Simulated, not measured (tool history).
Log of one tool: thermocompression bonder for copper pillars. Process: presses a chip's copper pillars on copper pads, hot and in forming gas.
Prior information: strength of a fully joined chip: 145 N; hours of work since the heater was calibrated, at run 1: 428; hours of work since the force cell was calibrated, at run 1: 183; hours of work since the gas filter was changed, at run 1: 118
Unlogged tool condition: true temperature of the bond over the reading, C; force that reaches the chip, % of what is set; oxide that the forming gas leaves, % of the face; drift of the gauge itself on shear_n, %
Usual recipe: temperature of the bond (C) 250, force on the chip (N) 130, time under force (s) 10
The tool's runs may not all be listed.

run	hour	temperature of the bond (C)	force on the chip (N)	time under force (s)	hours of work since the heater was calibrated	hours of work since the force cell was calibrated	hours of work since the gas filter was changed	force that shears a chip off (N)
1	0	250	130	10	428	183	118	67.8
2	20.9	250	130	10	437	193	128	68.5
# hour 32.2: forming gas filter changed
3	34.1	250	130	10	443	199	1	68.5
4	44.2	250	130	10	448	204	6	69.5
5	61.8	250	130	10	456	212	14	68.7
6	80.7	250	130	10	465	221	23	68.1
7	97.1	250	130	10	473	228	30	68.5
8	115.6	250	130	10	481	237	39	68.6
9	125.4	250	130	10	486	242	44	69.9
10	134.2	250	130	10	490	246	48	69.2
11	143.6	250	89	10	495	250	52	53.3
12	154.5	250	130	5	500	255	57	52.7
# hour 163: heater calibrated with a thermocouple chip
13	176.4	250	130	5	6	265	67	48.2
14	195.2	256	105	17	15	273	75	72.6
15	210.6	256	105	17	22	281	83	70.9
16	230.8	256	105	17	32	290	92	72.1
17	246.4	253	114	18	39	297	99	75.7
18	256.2	238	81	11	44	302	104	40.6
19	269.6	233	155	22	50	308	110	74.6
20	281.1	233	155	22	55	314	116	75.1
21	301.4	267	187	11	65	323	125	94.5
22	313.2	257	125	9	70	329	131	65.2
# hour 318.5: forming gas filter changed
23	322.7	257	125	9	75	333	2	65.9
24	341.8	251	83	14	84	342	11	55.2

5 ways to go on from here, each from the tool as it stands after run 24. What would each give?
A	362	251	188	14	93	351	20	?
B	362	250	195	10	93	351	20	?
C	362	268	159	6	93	351	20	?
D	362	230	111	10	93	351	20	?
E	362	228	85	13	93	351	20	?

run	force that shears a chip off (N)
A	91.4
B	81.9
C	74.7
D	43.5
E	38.7
Without the tool's hidden state the same runs would have given:
run	force that shears a chip off (N)
A	90.7
B	81.2
C	74
D	43
E	38.2
